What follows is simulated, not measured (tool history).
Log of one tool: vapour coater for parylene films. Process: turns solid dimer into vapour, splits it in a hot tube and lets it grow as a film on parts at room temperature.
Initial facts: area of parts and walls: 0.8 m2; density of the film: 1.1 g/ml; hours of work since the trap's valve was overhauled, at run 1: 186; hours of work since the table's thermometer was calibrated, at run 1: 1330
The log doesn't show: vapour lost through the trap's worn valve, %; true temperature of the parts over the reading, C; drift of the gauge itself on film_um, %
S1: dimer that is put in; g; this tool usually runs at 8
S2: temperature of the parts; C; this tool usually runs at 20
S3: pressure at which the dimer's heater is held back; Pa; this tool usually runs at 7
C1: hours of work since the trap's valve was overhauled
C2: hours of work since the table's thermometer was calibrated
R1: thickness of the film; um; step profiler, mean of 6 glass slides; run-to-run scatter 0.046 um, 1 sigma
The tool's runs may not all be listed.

Run 1, hour 0: usual settings; C1 186; C2 1330. Result: R1 4.79 um.
Run 2, hour 50.2: usual settings; C1 214; C2 1358. Result: R1 4.84 um.
Run 3, hour 103.5: usual settings; C1 244; C2 1387. Result: R1 4.76 um.
At hour 120.4: table's thermometer calibrated.
Run 4, hour 147.9: usual settings but S2 17 C; C1 268; C2 15. Result: R1 5.55 um.
Run 5, hour 196.8: usual settings but S2 17 C; C1 296; C2 43. Result: R1 5.67 um.
Run 6, hour 261.7: usual settings but S2 17 C; C1 332; C2 79. Result: R1 5.51 um.
Run 7, hour 294.6: usual settings but S2 17 C; C1 350; C2 97. Result: R1 5.55 um.
Run 8, hour 345.1: usual settings but S2 17 C; C1 378; C2 125. Result: R1 5.58 um.
Run 9, hour 380.6: usual settings but S2 17 C; C1 398; C2 145. Result: R1 5.6 um.
At hour 390.3: trap's valve overhauled.
Run 10, hour 427.8: usual settings but S2 17 C; C1 21; C2 169. Result: R1 5.83 um.
Run 11, hour 458.4: usual settings but S2 17 C; C1 38; C2 186. Result: R1 5.75 um.
Run 12, hour 490.2: usual settings but S3 2.93 Pa; C1 56; C2 204. Result: R1 5.83 um.
Run 13, hour 522.2: usual settings but S3 6.71 Pa; C1 74; C2 222. Result: R1 5.19 um.
Run 14, hour 575.4: usual settings but S1 7 g, S3 2.82 Pa; C1 103; C2 252. Result: R1 5.17 um.
Run 15, hour 622.4: usual settings but S3 4.49 Pa; C1 130; C2 278. Result: R1 5.5 um.
Run 16, hour 674.7: usual settings but S1 6 g, S2 15 C; C1 159; C2 307. Result: R1 4.74 um.
Run 17, hour 728.7: usual settings but S1 3 g, S2 18 C, S3 9.76 Pa; C1 189; C2 337. Result: R1 1.97 um.
Run 18, hour 776.3: usual settings but S1 7 g, S2 29 C, S3 3.57 Pa; C1 215; C2 364. Result: R1 3.35 um.
Run 19, hour 827.5: usual settings but S1 5 g, S2 12 C, S3 5.15 Pa; C1 244; C2 392. Result: R1 4.45 um.
Run 20, hour 873.5: usual settings but S1 6 g, S2 15 C, S3 7.23 Pa; C1 270; C2 418. Result: R1 4.58 um.
Run 21, hour 906.3: usual settings but S1 6 g, S2 15 C, S3 7.23 Pa; C1 288; C2 436. Result: R1 4.57 um.
Run 22, hour 954.6: usual settings but S1 9 g, S2 21 C, S3 2.15 Pa; C1 315; C2 463. Result: R1 6.27 um.
Run 23, hour 1005.6: usual settings but S1 6 g, S2 15 C, S3 8.31 Pa; C1 343; C2 492. Result: R1 4.35 um.
Run 24, hour 1033.9: usual settings but S1 6 g, S2 15 C, S3 8.31 Pa; C1 359; C2 508. Result: R1 4.49 um.
Run 25, hour 1074.1: usual settings but S1 6 g, S2 15 C, S3 8.31 Pa; C1 382; C2 530. Result: R1 4.36 um.

5 options for the next run, each taken on its own from the tool as it stands now. Forecast them:
At hour 1112.5: trap's valve overhauled.
Run A, hour 1115.9: usual settings but S1 6 g, S2 15 C, S3 4.41 Pa; C1 2; C2 551. Result: R1 ?.
At hour 1112.5: trap's valve overhauled.
Run B, hour 1115.9: usual settings but S1 4 g, S2 31 C, S3 2.38 Pa; C1 2; C2 551. Result: R1 ?.
At hour 1112.5: trap's valve overhauled.
Run C, hour 1115.9: usual settings but S1 3 g, S2 13 C, S3 6.48 Pa; C1 2; C2 551. Result: R1 ?.
At hour 1112.5: trap's valve overhauled.
Run D, hour 1115.9: usual settings but S1 9 g, S2 15 C, S3 8.31 Pa; C1 2; C2 551. Result: R1 ?.
At hour 1112.5: trap's valve overhauled.
Run E, hour 1115.9: usual settings but S1 11 g, S3 7.95 Pa; C1 2; C2 551. Result: R1 ?.

run    R1
  A  5.07
  B  1.88
  C  2.57
  D  6.87
  E   6.9
Without the tool's hidden state the same runs would have given:
run    R1
  A  5.18
  B  1.93
  C  2.62
  D  7.02
  E  7.05

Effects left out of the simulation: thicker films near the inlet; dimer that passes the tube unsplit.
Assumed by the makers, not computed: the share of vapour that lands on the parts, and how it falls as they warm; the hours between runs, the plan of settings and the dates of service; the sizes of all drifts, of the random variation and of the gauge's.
